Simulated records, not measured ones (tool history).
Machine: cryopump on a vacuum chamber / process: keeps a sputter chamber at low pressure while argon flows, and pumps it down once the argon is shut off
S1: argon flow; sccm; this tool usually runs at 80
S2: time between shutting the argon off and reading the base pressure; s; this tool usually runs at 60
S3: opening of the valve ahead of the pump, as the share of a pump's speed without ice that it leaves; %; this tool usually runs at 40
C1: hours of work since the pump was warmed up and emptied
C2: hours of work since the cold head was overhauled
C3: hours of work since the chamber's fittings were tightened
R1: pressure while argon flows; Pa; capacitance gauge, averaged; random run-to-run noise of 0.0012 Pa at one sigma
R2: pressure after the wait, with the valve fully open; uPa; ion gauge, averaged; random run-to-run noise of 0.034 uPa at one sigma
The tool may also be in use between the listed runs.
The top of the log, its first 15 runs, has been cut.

run     day   S1   S2  S3   C1    C2   C3      R1    R2
 16  45.408   80   43  40  144  2622  137  0.2907  2.72
 17  47.088   80   60  21  173  2650  166  0.5413  2.19
 18  49.625   73   60  52  216  2693  209   0.211  2.35
 19  52.612   73   60  52  267  2744  260  0.2178  2.47
 20  55.208   73   60  52  311  2788  304  0.2226  2.58
 21  58.012   59   60  28  358  2836  351  0.3167  2.64
 22  61.579   59   60  28  419  2896  412  0.3247  2.94
 23  63.738   46   24  25  456  2933  448  0.2849  5.45
     64.533  -- pump warmed up, emptied and cooled again
 24  66.375   46   24  25   31  2974  490  0.2546  4.97
 25  69.892   42   26  46   91  3034  549  0.1298  4.81
 26  71.883  144   84  35  125  3068  583  0.5876  2.42
 27  74.712   98  275  22  173  3116  631  0.6308  1.76
 28  76.683  153   60  26  206  3149  665  0.8475  3.13
 29    79.4  153   23  26  253  3196  711  0.8619  5.88
 30  83.138   74   29  23  316  3259  774  0.4744  5.17
 31    85.4  125   32  23  354  3297  813  0.8088  4.91
 32  87.133  142   60  27  384  3327  842  0.8025  3.72
 33  90.283   88   22  26  437  3380  896  0.5262  6.77

Forecast each of these 4 alternatives for the next run:
     92.129  -- pump warmed up, emptied and cooled again
  A  93.854  87   60  57  29  3438  953   ?   ?
     92.129  -- pump warmed up, emptied and cooled again
  B  93.854  55   42  52  29  3438  953   ?   ?
     92.129  -- pump warmed up, emptied and cooled again
  C  93.854  71   21  51  29  3438  953   ?   ?
     92.129  -- pump warmed up, emptied and cooled again
  D  93.854  88  115  40  29  3438  953   ?   ?

run      R1    R2
  A   0.215  3.46
  B  0.1475   4.1
  C  0.1952  6.28
  D  0.3061  2.58
The same runs, with their run-to-run variation unchanged, on a tool lacking any hidden condition would have given:
run      R1    R2
  A  0.2097  1.93
  B  0.1442  2.59
  C  0.1909   4.8
  D  0.3009  1.11
